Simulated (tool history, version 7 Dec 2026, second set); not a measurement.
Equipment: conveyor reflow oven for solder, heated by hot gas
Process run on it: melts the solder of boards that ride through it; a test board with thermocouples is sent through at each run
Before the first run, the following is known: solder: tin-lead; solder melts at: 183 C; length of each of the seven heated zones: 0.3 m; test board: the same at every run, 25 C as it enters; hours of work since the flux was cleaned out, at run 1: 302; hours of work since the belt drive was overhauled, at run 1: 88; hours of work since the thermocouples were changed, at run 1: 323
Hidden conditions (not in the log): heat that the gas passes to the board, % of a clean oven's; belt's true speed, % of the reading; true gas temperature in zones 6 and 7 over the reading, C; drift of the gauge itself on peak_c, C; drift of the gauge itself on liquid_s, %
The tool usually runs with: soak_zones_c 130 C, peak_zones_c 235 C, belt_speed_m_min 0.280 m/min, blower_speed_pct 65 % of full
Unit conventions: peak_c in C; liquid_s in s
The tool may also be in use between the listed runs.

| run | hour | soak_zones_c | peak_zones_c | belt_speed_m_min | blower_speed_pct | hours of work since the flux was cleaned out | hours of work since the belt drive was overhauled | hours of work since the thermocouples were changed | peak_c | liquid_s |
|---|---|---|---|---|---|---|---|---|---|---|
| 1 | 0.0 | 130 | 235 | 0.280 | 65 | 302 | 88 | 323 | 216.03 | 90.0 |
| 2 | 5.4 | 130 | 235 | 0.280 | 65 | 305 | 90 | 325 | 216.06 | 89.7 |
| 3 | 12.4 | 130 | 235 | 0.280 | 65 | 308 | 93 | 329 | 215.93 | 89.8 |
| 4 | 17.0 | 130 | 235 | 0.280 | 65 | 310 | 95 | 331 | 215.99 | 89.7 |
| 5 | 23.7 | 130 | 235 | 0.280 | 65 | 313 | 99 | 334 | 216.08 | 89.7 |
| 6 | 34.5 | 130 | 235 | 0.280 | 65 | 318 | 103 | 339 | 215.96 | 89.8 |
| 7 | 39.9 | 130 | 235 | 0.291 | 65 | 321 | 106 | 341 | 214.63 | 83.8 |
| 8 | 51.0 | 130 | 235 | 0.291 | 65 | 326 | 111 | 346 | 214.66 | 83.9 |
| 9 | 61.5 | 130 | 235 | 0.291 | 65 | 331 | 116 | 351 | 214.62 | 83.7 |
| 10 | 69.3 | 122 | 235 | 0.280 | 65 | 334 | 120 | 355 | 214.50 | 83.3 |
| 11 | 79.0 | 122 | 235 | 0.280 | 65 | 339 | 124 | 359 | 214.42 | 83.5 |
| 12 | 86.5 | 122 | 235 | 0.280 | 65 | 342 | 127 | 363 | 214.40 | 83.7 |
| 13 | 97.4 | 122 | 235 | 0.280 | 65 | 347 | 132 | 368 | 214.45 | 83.4 |
| 14 | 104.8 | 122 | 235 | 0.280 | 65 | 351 | 136 | 371 | 214.31 | 83.5 |
| 15 | 110.6 | 122 | 235 | 0.280 | 65 | 353 | 138 | 374 | 214.33 | 83.6 |
| 16 | 120.9 | 138 | 238 | 0.278 | 65 | 358 | 143 | 379 | 220.21 | 100.5 |
| 17 | 128.4 | 143 | 234 | 0.280 | 65 | 361 | 147 | 382 | 217.46 | 99.5 |
|  | 136.4 | flux residue cleaned out of gas plates and filters |
| 18 | 139.8 | 130 | 235 | 0.249 | 65 | 2 | 150 | 385 | 221.80 | 111.6 |
| 19 | 150.8 | 130 | 235 | 0.249 | 65 | 7 | 155 | 390 | 221.71 | 110.5 |
| 20 | 156.2 | 130 | 248 | 0.310 | 74 | 9 | 157 | 392 | 228.08 | 94.0 |
| 21 | 163.2 | 130 | 235 | 0.316 | 65 | 12 | 160 | 396 | 213.66 | 75.6 |
| 22 | 171.2 | 130 | 235 | 0.316 | 65 | 16 | 164 | 399 | 213.55 | 75.9 |
| 23 | 178.4 | 142 | 235 | 0.316 | 53 | 19 | 167 | 403 | 212.17 | 79.0 |
| 24 | 183.4 | 127 | 232 | 0.241 | 57 | 22 | 170 | 405 | 217.56 | 106.8 |
| 25 | 189.4 | 120 | 232 | 0.279 | 53 | 24 | 172 | 408 | 209.66 | 74.8 |
| 26 | 199.3 | 138 | 235 | 0.282 | 58 | 29 | 177 | 412 | 217.12 | 95.3 |
| 27 | 209.2 | 138 | 238 | 0.282 | 52 | 33 | 182 | 417 | 217.65 | 95.2 |
| 28 | 217.5 | 128 | 235 | 0.292 | 68 | 37 | 185 | 421 | 216.94 | 86.8 |
| 29 | 223.1 | 130 | 235 | 0.280 | 60 | 40 | 188 | 423 | 216.50 | 90.5 |
| 30 | 233.2 | 130 | 235 | 0.247 | 60 | 45 | 193 | 428 | 220.74 | 110.4 |

For each entry between runs, how does the tool's hidden state at the last listed run before it compare with that at the first listed run after it?
In the gap between runs 17 and 18: flux residue cleaned out of gas plates and filters (hour 136.4)
  heat that the gas passes to the board, % of a clean oven's: 92.4 -> 99.9; true gas temperature in zones 6 and 7 over the reading, C: 0.82 -> 0.83
  what was measured, less what the result would be without the hidden state, peak_c: -1.02 -> +0.86 C; liquid_s: -1.5 -> +1.6 s
